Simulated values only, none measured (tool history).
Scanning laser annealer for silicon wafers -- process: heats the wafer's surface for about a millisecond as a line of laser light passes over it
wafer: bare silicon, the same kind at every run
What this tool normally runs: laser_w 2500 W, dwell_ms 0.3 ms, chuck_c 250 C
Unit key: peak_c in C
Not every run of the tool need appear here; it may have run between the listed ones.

run	day	laser_w	dwell_ms	chuck_c	peak_c
1	0	2500	0.3	250	1053
2	0.9	2500	0.3	250	1054
3	1.371	2500	0.3	250	1049
4	2.329	2500	0.3	250	1050
5	2.775	2500	0.3	250	1052
6	3.388	2500	0.3	250	1049
7	4.225	2713	0.3	250	1115
8	5.196	2713	0.3	250	1108
# day 5.354: window over the wafer cleaned
9	5.875	2585	0.246	261	995
10	6.288	2388	0.361	269	1113
# day 6.617: optics aligned, line set to its width
11	7.008	2388	0.361	269	1124
# day 7.479: window over the wafer cleaned, once more
12	7.638	2311	0.342	269	1107
13	8.308	2146	0.36	281	1085
14	9.117	2146	0.36	286	1088

4 options for the next run, each taken on its own from the tool as it stands now. Forecast them:
A	9.938	2359	0.354	256	?
B	9.938	2181	0.36	286	?
C	9.938	2673	0.337	250	?
D	9.938	2334	0.36	286	?

run	peak_c
A	1126
B	1102
C	1203
D	1157
Without the tool's unlogged condition, the same runs would have read:
run	peak_c
A	1127
B	1104
C	1205
D	1159

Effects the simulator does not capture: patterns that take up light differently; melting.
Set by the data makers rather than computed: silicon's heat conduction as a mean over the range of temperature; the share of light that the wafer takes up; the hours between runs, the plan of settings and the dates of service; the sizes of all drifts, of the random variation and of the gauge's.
